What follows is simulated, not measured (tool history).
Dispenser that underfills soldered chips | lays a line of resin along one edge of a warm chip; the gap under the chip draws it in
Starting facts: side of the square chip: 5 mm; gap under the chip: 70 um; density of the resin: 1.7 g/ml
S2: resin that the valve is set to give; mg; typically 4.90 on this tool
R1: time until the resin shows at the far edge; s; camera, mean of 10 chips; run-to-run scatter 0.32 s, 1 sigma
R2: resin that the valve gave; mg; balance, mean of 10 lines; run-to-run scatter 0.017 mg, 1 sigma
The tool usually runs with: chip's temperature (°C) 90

Run 1, day 0.000: usual settings. Result: R1 11.3 s, R2 4.54 mg.
At day 0.100: new syringe of resin.
At day 0.467: new syringe of resin.
Run 2, day 0.525: usual settings but chip's temperature (°C) 89. Result: R1 10.2 s, R2 4.50 mg.
At day 0.838: new syringe of resin.
At day 0.971: dispensing valve cleaned and set on the balance.
Run 3, day 0.992: usual settings but chip's temperature (°C) 89. Result: R1 10.7 s, R2 4.91 mg.
At day 1.246: new syringe of resin.
Run 4, day 1.479: usual settings but chip's temperature (°C) 89. Result: R1 11.5 s, R2 4.90 mg.
At day 1.596: new syringe of resin.
Run 5, day 1.867: usual settings but chip's temperature (°C) 89. Result: R1 11.8 s, R2 4.87 mg.
At day 1.942: new syringe of resin.
At day 2.283: new syringe of resin.
Run 6, day 2.283: usual settings. Result: R1 9.3 s, R2 4.86 mg.
At day 2.625: new syringe of resin.
Run 7, day 2.871: usual settings but S2 4.46 mg. Result: R1 11.1 s, R2 4.38 mg.
At day 2.971: new syringe of resin.
At day 3.317: new syringe of resin.
Run 8, day 3.517: usual settings. Result: R1 10.5 s, R2 4.78 mg.
At day 3.650: new syringe of resin.
At day 3.983: new syringe of resin.
Run 9, day 4.033: usual settings. Result: R1 9.2 s, R2 4.71 mg.
At day 4.321: new syringe of resin.
Run 10, day 4.508: usual settings. Result: R1 10.4 s, R2 4.73 mg.
At day 4.671: new syringe of resin.
At day 5.025: new syringe of resin.
Run 11, day 5.146: usual settings. Result: R1 9.8 s, R2 4.70 mg.
At day 5.404: new syringe of resin.
Run 12, day 5.525: usual settings. Result: R1 9.3 s, R2 4.67 mg.
At day 5.762: new syringe of resin.
Run 13, day 5.975: usual settings. Result: R1 10.6 s, R2 4.67 mg.
At day 6.088: new syringe of resin.
Run 14, day 6.350: usual settings but S2 5.60 mg. Result: R1 10.8 s, R2 5.29 mg.
At day 6.462: new syringe of resin.
Run 15, day 6.746: usual settings but chip's temperature (°C) 77. Result: R1 20.4 s, R2 4.61 mg.
At day 6.817: new syringe of resin.
At day 7.158: new syringe of resin.
Run 16, day 7.367: usual settings but chip's temperature (°C) 77. Result: R1 19.1 s, R2 4.59 mg.
At day 7.496: new syringe of resin.
At day 7.846: new syringe of resin.
Run 17, day 8.029: usual settings but chip's temperature (°C) 77. Result: R1 19.4 s, R2 4.56 mg.
At day 8.179: new syringe of resin.
At day 8.512: new syringe of resin.
Run 18, day 8.633: usual settings but chip's temperature (°C) 93, S2 5.06 mg. Result: R1 8.5 s, R2 4.66 mg.
At day 8.838: new syringe of resin.
At day 9.125: dispensing valve cleaned and set on the balance.
Run 19, day 9.154: usual settings but chip's temperature (°C) 97, S2 5.27 mg. Result: R1 7.9 s, R2 5.25 mg.
At day 9.233: new syringe of resin.
At day 9.567: new syringe of resin.
Run 20, day 9.717: usual settings but chip's temperature (°C) 97, S2 5.27 mg. Result: R1 6.6 s, R2 5.23 mg.
At day 9.917: new syringe of resin.
At day 10.254: new syringe of resin.
Run 21, day 10.254: usual settings but chip's temperature (°C) 89, S2 4.33 mg. Result: R1 9.5 s, R2 4.29 mg.
At day 10.638: new syringe of resin.
At day 10.971: new syringe of resin.
Run 22, day 10.971: usual settings but S2 5.24 mg. Result: R1 8.6 s, R2 5.16 mg.
At day 11.296: new syringe of resin.
At day 11.629: new syringe of resin.
Run 23, day 11.629: usual settings but chip's temperature (°C) 98, S2 6.07 mg. Result: R1 6.7 s, R2 5.90 mg.
At day 11.979: new syringe of resin.
Run 24, day 12.075: usual settings but chip's temperature (°C) 79, S2 5.83 mg. Result: R1 15.4 s, R2 5.65 mg.
At day 12.317: new syringe of resin.
Run 25, day 12.429: usual settings but chip's temperature (°C) 79, S2 5.83 mg. Result: R1 15.6 s, R2 5.61 mg.
At day 12.667: new syringe of resin.
At day 13.017: new syringe of resin.
Run 26, day 13.042: usual settings but chip's temperature (°C) 76. Result: R1 17.0 s, R2 4.71 mg.
At day 13.371: new syringe of resin.
Run 27, day 13.371: usual settings but chip's temperature (°C) 76. Result: R1 16.4 s, R2 4.65 mg.
At day 13.729: new syringe of resin.
Run 28, day 13.775: usual settings but S2 6.21 mg. Result: R1 8.9 s, R2 5.89 mg.
At day 14.067: new syringe of resin.
Run 29, day 14.292: usual settings but S2 6.21 mg. Result: R1 9.5 s, R2 5.86 mg.
At day 14.438: new syringe of resin.
Run 30, day 14.596: usual settings but S2 6.21 mg. Result: R1 9.6 s, R2 5.83 mg.
At day 14.796: new syringe of resin.
Run 31, day 15.033: usual settings but chip's temperature (°C) 86, S2 5.17 mg. Result: R1 11.7 s, R2 4.83 mg.
At day 15.125: new syringe of resin.
At day 15.450: new syringe of resin.
Run 32, day 15.746: usual settings but chip's temperature (°C) 85, S2 5.93 mg. Result: R1 13.6 s, R2 5.53 mg.
At day 15.796: new syringe of resin.
At day 16.133: new syringe of resin.
Run 33, day 16.250: usual settings but chip's temperature (°C) 92, S2 4.71 mg. Result: R1 8.8 s, R2 4.36 mg.

Branching from run 33: 3 alternative next runs. What would each branch give?
At day 16.483: new syringe of resin.
Run A, day 16.546: usual settings but chip's temperature (°C) 98, S2 5.16 mg. Result: R1 ?, R2 ?.
At day 16.483: new syringe of resin.
Run B, day 16.546: usual settings but chip's temperature (°C) 78. Result: R1 ?, R2 ?.
At day 16.483: new syringe of resin.
Run C, day 16.546: usual settings but chip's temperature (°C) 92, S2 5.99 mg. Result: R1 ?, R2 ?.

run    R1    R2
  A   6.4  4.78
  B  15.7  4.53
  C   8.4  5.54
Without the tool's hidden state the same runs would have given:
run    R1    R2
  A   7.4  5.18
  B  18.5  4.91
  C   9.7  6.00
